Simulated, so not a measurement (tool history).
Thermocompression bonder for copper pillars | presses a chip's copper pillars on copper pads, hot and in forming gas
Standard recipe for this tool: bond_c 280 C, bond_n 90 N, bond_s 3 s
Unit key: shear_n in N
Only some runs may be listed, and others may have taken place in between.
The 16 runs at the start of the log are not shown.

| run | day | bond_c | bond_n | bond_s | hours of work since the heater was calibrated | hours of work since the force cell was calibrated | hours of work since the gas filter was changed | shear_n |
|---|---|---|---|---|---|---|---|---|
| 17 | 6.112 | 280 | 90 | 3 | 201 | 388 | 449 | 65.7 |
| 18 | 6.438 | 280 | 90 | 3 | 205 | 393 | 453 | 66.4 |
| 19 | 6.779 | 280 | 90 | 3 | 210 | 398 | 458 | 66.2 |
| 20 | 7.229 | 280 | 72 | 3 | 217 | 404 | 465 | 58.6 |
| 21 | 7.638 | 271 | 58 | 4 | 223 | 410 | 471 | 50.2 |
| 22 | 7.858 | 309 | 64 | 5 | 226 | 413 | 474 | 76.5 |
| 23 | 8.258 | 264 | 79 | 3 | 232 | 419 | 480 | 52.4 |
| 24 | 8.762 | 310 | 88 | 2 | 239 | 427 | 487 | 74.6 |
|  | 8.888 | forming gas filter changed |
| 25 | 9.008 | 293 | 98 | 9 | 243 | 430 | 2 | 93.5 |

Predict the results of run 26:
| 26 | 9.325 | 264 | 87 | 3 | 247 | 434 | 6 | ? |

shear_n: 61.4 N
With no hidden state in the tool, this same run would have given shear_n 58.0 N.

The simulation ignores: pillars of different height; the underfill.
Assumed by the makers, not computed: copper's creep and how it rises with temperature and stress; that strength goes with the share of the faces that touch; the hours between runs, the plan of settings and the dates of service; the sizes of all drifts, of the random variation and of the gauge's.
